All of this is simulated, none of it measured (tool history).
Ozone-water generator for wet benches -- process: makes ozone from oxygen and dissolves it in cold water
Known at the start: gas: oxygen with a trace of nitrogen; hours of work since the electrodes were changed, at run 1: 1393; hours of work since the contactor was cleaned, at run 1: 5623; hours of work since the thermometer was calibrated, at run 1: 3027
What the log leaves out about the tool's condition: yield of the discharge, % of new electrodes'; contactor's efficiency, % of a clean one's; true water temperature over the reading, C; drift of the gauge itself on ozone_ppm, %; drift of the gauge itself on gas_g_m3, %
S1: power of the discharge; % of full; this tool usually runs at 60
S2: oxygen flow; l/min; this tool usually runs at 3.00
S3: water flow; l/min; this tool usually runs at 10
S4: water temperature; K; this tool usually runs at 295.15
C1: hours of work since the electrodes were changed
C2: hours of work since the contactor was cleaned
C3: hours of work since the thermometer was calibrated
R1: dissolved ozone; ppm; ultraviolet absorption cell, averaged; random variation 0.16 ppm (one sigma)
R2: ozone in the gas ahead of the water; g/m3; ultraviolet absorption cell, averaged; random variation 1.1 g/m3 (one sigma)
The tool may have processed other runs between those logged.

run,day,S1,S2,S3,S4,C1,C2,C3,R1,R2
1,0.000,60,3.00,10,295.15,1393,5623,3027,18.6,200.7
2,4.696,60,3.00,10,295.15,1500,5731,3135,18.6,196.0
3,7.508,60,3.00,10,295.15,1565,5795,3199,18.6,197.9
4,10.679,60,3.00,10,295.15,1637,5868,3272,18.8,195.7
5,15.308,60,3.00,10,295.15,1743,5973,3377,18.3,195.8
6,20.692,60,3.00,10,295.15,1866,6097,3501,18.5,197.4
7,24.633,60,3.00,10,295.15,1957,6187,3591,18.6,195.8
8,29.133,60,3.00,10,295.15,2060,6290,3694,18.5,196.1
9,31.696,60,3.00,9,295.15,2118,6348,3752,19.9,197.0
10,34.646,60,3.00,9,295.15,2186,6416,3820,19.8,194.3
11,38.733,60,3.00,9,295.15,2279,6509,3913,19.4,193.2
12,43.958,60,3.00,10,295.15,2399,6629,4033,18.0,193.3
13,46.929,60,3.00,10,295.15,2467,6697,4101,17.8,193.4
14,49.896,60,3.00,10,295.15,2535,6765,4169,18.1,194.9
# day 52.488: contactor cleaned
15,52.488,60,3.00,10,295.15,2590,0,4224,19.4,191.8
16,56.071,60,3.00,10,295.15,2672,82,4306,19.2,192.9
17,58.512,60,3.00,10,295.15,2728,138,4362,19.3,190.6
18,63.812,60,3.00,12,295.15,2849,259,4483,16.2,191.9
19,68.733,41,1.90,10,295.15,2962,372,4596,15.1,195.2

For run 20, what comes out?
# day 70.554: water thermometer calibrated
20,71.938,90,1.61,10,295.15,3034,444,32,?,?

{"run 20": {"R1": 21.8, "R2": 306.2}}
Without the tool's hidden state the same run would have given R1 24.0 ppm, R2 335.1 g/m3.

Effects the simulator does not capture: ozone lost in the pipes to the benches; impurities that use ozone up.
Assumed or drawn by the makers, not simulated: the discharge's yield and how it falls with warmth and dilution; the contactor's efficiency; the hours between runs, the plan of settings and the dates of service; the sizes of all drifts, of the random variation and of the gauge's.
